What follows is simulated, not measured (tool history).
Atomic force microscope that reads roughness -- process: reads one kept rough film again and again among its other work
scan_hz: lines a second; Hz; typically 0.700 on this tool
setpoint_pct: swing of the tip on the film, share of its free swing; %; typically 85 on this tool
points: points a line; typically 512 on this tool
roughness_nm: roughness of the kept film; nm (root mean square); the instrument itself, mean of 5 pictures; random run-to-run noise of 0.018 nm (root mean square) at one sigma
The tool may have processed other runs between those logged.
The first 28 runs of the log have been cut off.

run	hour	scan_hz	setpoint_pct	points	pictures with this tip	hours of work since the height scale was calibrated	roughness_nm
29	1841.3	0.700	56	512	81	1015	4.744
30	1896.0	0.700	85	990	127	1037	4.420
# hour 1906.7: new tip fitted
31	1933.8	0.700	85	990	22	1052	4.395
32	1976.1	1.111	85	512	58	1069	4.222
33	2022.5	0.700	90	391	97	1088	4.337
# hour 2064.3: new tip fitted
34	2073.0	2.719	84	705	7	1108	3.610
35	2156.4	0.700	85	298	77	1141	4.379
36	2203.7	1.816	66	502	117	1161	4.390
# hour 2222.0: new tip fitted
37	2278.1	0.960	61	379	47	1190	4.670
# hour 2356.1: height scale calibrated on a step standard
38	2368.1	0.960	89	379	122	5	4.190
# hour 2382.0: new tip fitted
39	2418.6	0.724	77	273	31	25	4.513
40	2488.6	0.724	77	273	90	53	4.475
41	2527.1	0.724	77	273	122	69	4.496
# hour 2541.9: new tip fitted
42	2593.8	0.724	77	273	44	95	4.461
43	2680.6	2.766	77	268	117	130	3.870
# hour 2701.4: new tip fitted
44	2740.7	2.766	77	268	33	154	3.857
45	2788.4	2.766	77	268	73	174	3.846
46	2844.7	1.083	55	512	120	196	4.727
# hour 2861.8: new tip fitted
47	2883.1	1.752	73	512	18	212	4.271
48	2963.7	1.752	73	512	86	244	4.274
# hour 3024.1: new tip fitted
49	3043.3	3.442	64	512	16	276	4.204
50	3114.1	1.801	85	443	76	305	3.913
51	3157.5	0.700	59	899	112	322	4.744
# hour 3185.4: new tip fitted
52	3204.9	3.571	55	377	17	341	4.424

What if the next run were any one of these 4? Each begins from the tool's condition after run 52:
A	3243.1	3.571	56	835	49	356	?
B	3243.1	1.924	63	646	49	356	?
C	3243.1	2.214	85	800	49	356	?
D	3243.1	1.800	67	377	49	356	?

run	roughness_nm
A	4.468
B	4.477
C	3.747
D	4.409
With the hidden condition removed and each run's random variation left untouched, the same runs would have given:
run	roughness_nm
A	4.473
B	4.482
C	3.751
D	4.413

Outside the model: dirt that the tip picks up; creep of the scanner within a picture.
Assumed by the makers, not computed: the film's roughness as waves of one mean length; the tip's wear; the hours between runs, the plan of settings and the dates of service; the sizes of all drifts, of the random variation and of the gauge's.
